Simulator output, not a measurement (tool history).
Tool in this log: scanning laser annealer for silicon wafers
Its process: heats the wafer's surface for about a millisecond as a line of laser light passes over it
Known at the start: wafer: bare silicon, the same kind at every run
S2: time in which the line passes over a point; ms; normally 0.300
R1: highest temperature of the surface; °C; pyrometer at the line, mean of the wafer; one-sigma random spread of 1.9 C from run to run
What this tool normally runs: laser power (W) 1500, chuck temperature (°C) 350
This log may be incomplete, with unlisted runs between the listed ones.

Run 1, hour 0.0: usual settings. Result: R1 1162 °C.
At hour 16.2: window over the wafer cleaned.
Run 2, hour 20.6: usual settings. Result: R1 1181 °C.
Run 3, hour 32.5: usual settings. Result: R1 1180 °C.
Run 4, hour 43.1: usual settings. Result: R1 1183 °C.
Run 5, hour 65.4: usual settings. Result: R1 1183 °C.
Run 6, hour 84.4: usual settings. Result: R1 1181 °C.
Run 7, hour 101.4: usual settings. Result: R1 1181 °C.
Run 8, hour 123.3: usual settings. Result: R1 1178 °C.
Run 9, hour 144.0: usual settings. Result: R1 1181 °C.
Run 10, hour 162.8: usual settings. Result: R1 1184 °C.
Run 11, hour 185.0: usual settings but laser power (W) 1521. Result: R1 1195 °C.
Run 12, hour 200.5: usual settings. Result: R1 1176 °C.
Run 13, hour 216.1: usual settings but laser power (W) 1338. Result: R1 1082 °C.
Run 14, hour 237.2: usual settings but laser power (W) 1338. Result: R1 1087 °C.
Run 15, hour 249.9: usual settings but laser power (W) 1311, S2 0.350 ms, chuck temperature (°C) 361. Result: R1 1150 °C.
Run 16, hour 266.0: usual settings but laser power (W) 1486, S2 0.299 ms, chuck temperature (°C) 330. Result: R1 1150 °C.
Run 17, hour 282.7: usual settings but laser power (W) 1486, S2 0.299 ms, chuck temperature (°C) 330. Result: R1 1149 °C.
Run 18, hour 297.3: usual settings but laser power (W) 1442, S2 0.361 ms, chuck temperature (°C) 388. Result: R1 1271 °C.
Run 19, hour 312.1: usual settings but laser power (W) 1442, S2 0.361 ms, chuck temperature (°C) 388. Result: R1 1277 °C.
Run 20, hour 333.2: usual settings but S2 0.238 ms, chuck temperature (°C) 314. Result: R1 1035 °C.
Run 21, hour 352.3: usual settings but S2 0.238 ms, chuck temperature (°C) 314. Result: R1 1035 °C.
Run 22, hour 367.2: usual settings but laser power (W) 1531, S2 0.238 ms, chuck temperature (°C) 375. Result: R1 1111 °C.
Run 23, hour 377.3: usual settings but laser power (W) 1531, S2 0.238 ms, chuck temperature (°C) 375. Result: R1 1112 °C.
Run 24, hour 397.9: usual settings but laser power (W) 1531, S2 0.238 ms, chuck temperature (°C) 375. Result: R1 1114 °C.
Run 25, hour 410.0: usual settings but laser power (W) 1464, chuck temperature (°C) 370. Result: R1 1175 °C.
Run 26, hour 431.1: usual settings but laser power (W) 1605, S2 0.367 ms, chuck temperature (°C) 341. Result: R1 1341 °C.
Run 27, hour 453.2: usual settings but laser power (W) 1605, S2 0.367 ms, chuck temperature (°C) 341. Result: R1 1337 °C.
Run 28, hour 473.3: usual settings but laser power (W) 1453, S2 0.282 ms, chuck temperature (°C) 337. Result: R1 1105 °C.

Alternative continuations, all from the tool just after run 28; predict every row:
Run A, hour 491.3: usual settings but laser power (W) 1435, S2 0.351 ms, chuck temperature (°C) 337. Result: R1 ?.
Run B, hour 491.3: usual settings but laser power (W) 1550, S2 0.282 ms, chuck temperature (°C) 341. Result: R1 ?.
Run C, hour 491.3: usual settings but chuck temperature (°C) 334. Result: R1 ?.
Run D, hour 491.3: usual settings but laser power (W) 1613, S2 0.282 ms, chuck temperature (°C) 354. Result: R1 ?.
Run E, hour 491.3: usual settings but laser power (W) 1435, S2 0.250 ms, chuck temperature (°C) 337. Result: R1 ?.

run    R1
  A  1199
  B  1165
  C  1160
  D  1209
  E  1044
Without the tool's unlogged condition, the same runs would have read:
run    R1
  A  1214
  B  1180
  C  1175
  D  1223
  E  1056
